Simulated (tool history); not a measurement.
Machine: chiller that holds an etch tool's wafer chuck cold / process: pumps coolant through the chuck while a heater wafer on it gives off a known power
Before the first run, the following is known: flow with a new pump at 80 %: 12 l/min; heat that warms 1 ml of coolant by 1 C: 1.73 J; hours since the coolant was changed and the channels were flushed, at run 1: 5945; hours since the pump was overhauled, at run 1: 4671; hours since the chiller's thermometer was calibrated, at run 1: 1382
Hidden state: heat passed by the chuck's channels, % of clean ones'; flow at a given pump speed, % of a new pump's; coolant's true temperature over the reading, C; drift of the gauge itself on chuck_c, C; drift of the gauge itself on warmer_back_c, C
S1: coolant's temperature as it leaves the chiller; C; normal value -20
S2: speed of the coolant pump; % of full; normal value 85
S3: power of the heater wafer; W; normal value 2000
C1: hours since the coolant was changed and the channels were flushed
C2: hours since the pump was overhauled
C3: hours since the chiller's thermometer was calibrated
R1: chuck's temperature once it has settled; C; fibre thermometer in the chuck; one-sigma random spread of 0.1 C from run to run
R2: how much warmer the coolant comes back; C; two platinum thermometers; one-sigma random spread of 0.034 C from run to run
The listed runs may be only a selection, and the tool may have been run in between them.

run 1 day=0.000 | S1=-20 S2=85 S3=2000 | C1=5945 C2=4671 C3=1382 | R1=-3.7 R2=5.39
run 2 day=6.171 | S1=-20 S2=85 S3=2000 | C1=6093 C2=4819 C3=1530 | R1=-3.6 R2=5.35
run 3 day=15.621 | S1=-20 S2=85 S3=1744 | C1=6320 C2=5046 C3=1757 | R1=-5.8 R2=4.72
run 4 day=23.183 | S1=-20 S2=85 S3=2377 | C1=6502 C2=5228 C3=1939 | R1=-0.6 R2=6.47
run 5 day=28.892 | S1=-20 S2=85 S3=2377 | C1=6639 C2=5365 C3=2076 | R1=-0.6 R2=6.40
-- day=31.938 coolant changed, channels flushed
run 6 day=38.062 | S1=-20 S2=100 S3=2000 | C1=147 C2=5579 C3=2290 | R1=-5.3 R2=4.55
run 7 day=47.558 | S1=-20 S2=100 S3=2000 | C1=375 C2=5807 C3=2518 | R1=-5.3 R2=4.51
run 8 day=55.312 | S1=-20 S2=100 S3=2000 | C1=561 C2=5993 C3=2704 | R1=-5.3 R2=4.50
run 9 day=59.938 | S1=-20 S2=100 S3=2507 | C1=672 C2=6104 C3=2815 | R1=-1.5 R2=5.71
run 10 day=65.025 | S1=-20 S2=100 S3=2507 | C1=794 C2=6226 C3=2937 | R1=-1.7 R2=5.70
run 11 day=69.225 | S1=-20 S2=100 S3=2507 | C1=895 C2=6327 C3=3038 | R1=-1.6 R2=5.65
run 12 day=73.550 | S1=-20 S2=100 S3=2507 | C1=999 C2=6431 C3=3141 | R1=-1.6 R2=5.78
run 13 day=80.796 | S1=-20 S2=100 S3=1041 | C1=1173 C2=6604 C3=3315 | R1=-12.4 R2=2.29
run 14 day=86.779 | S1=-26 S2=73 S3=1838 | C1=1316 C2=6748 C3=3459 | R1=-9.7 R2=5.87
run 15 day=91.862 | S1=-26 S2=73 S3=1838 | C1=1438 C2=6870 C3=3581 | R1=-9.6 R2=5.85
run 16 day=101.771 | S1=-12 S2=96 S3=2000 | C1=1676 C2=7108 C3=3819 | R1=3.1 R2=4.76
run 17 day=107.625 | S1=-12 S2=94 S3=1674 | C1=1817 C2=7248 C3=3959 | R1=0.7 R2=4.06
run 18 day=117.292 | S1=-28 S2=63 S3=1592 | C1=2048 C2=7480 C3=4191 | R1=-12.2 R2=6.00
run 19 day=124.867 | S1=-28 S2=63 S3=1592 | C1=2230 C2=7662 C3=4373 | R1=-12.3 R2=5.92
run 20 day=132.358 | S1=-28 S2=63 S3=1592 | C1=2410 C2=7842 C3=4553 | R1=-12.3 R2=5.95
run 21 day=137.829 | S1=-18 S2=99 S3=2368 | C1=2541 C2=7973 C3=4684 | R1=-0.5 R2=5.46
-- day=147.346 coolant pump overhauled
run 22 day=147.346 | S1=-20 S2=84 S3=2368 | C1=2765 C2=0 C3=4907 | R1=-0.5 R2=6.43
run 23 day=156.021 | S1=-23 S2=84 S3=1196 | C1=2973 C2=208 C3=5116 | R1=-13.4 R2=3.27
run 24 day=161.517 | S1=-11 S2=88 S3=2031 | C1=3105 C2=340 C3=5248 | R1=5.3 R2=5.31
run 25 day=170.346 | S1=-28 S2=84 S3=1743 | C1=3317 C2=552 C3=5459 | R1=-13.8 R2=4.72
-- day=172.921 chiller's thermometer calibrated
run 26 day=175.238 | S1=-25 S2=84 S3=2213 | C1=3433 C2=668 C3=56 | R1=-6.9 R2=6.01

Take each entry between the runs: how does the hidden state at the last listed run before it differ from the hidden state at the first listed run after it?
From run 5 to run 6: coolant changed, channels flushed (day 31.938)
  heat passed by the chuck's channels, % of clean ones': 99.9 -> 100
From run 21 to run 22: coolant pump overhauled (day 147.346)
  flow at a given pump speed, % of a new pump's: 99.8 -> 100
From run 25 to run 26: chiller's thermometer calibrated (day 172.921)
  coolant's true temperature over the reading, C: -0.01 -> 0
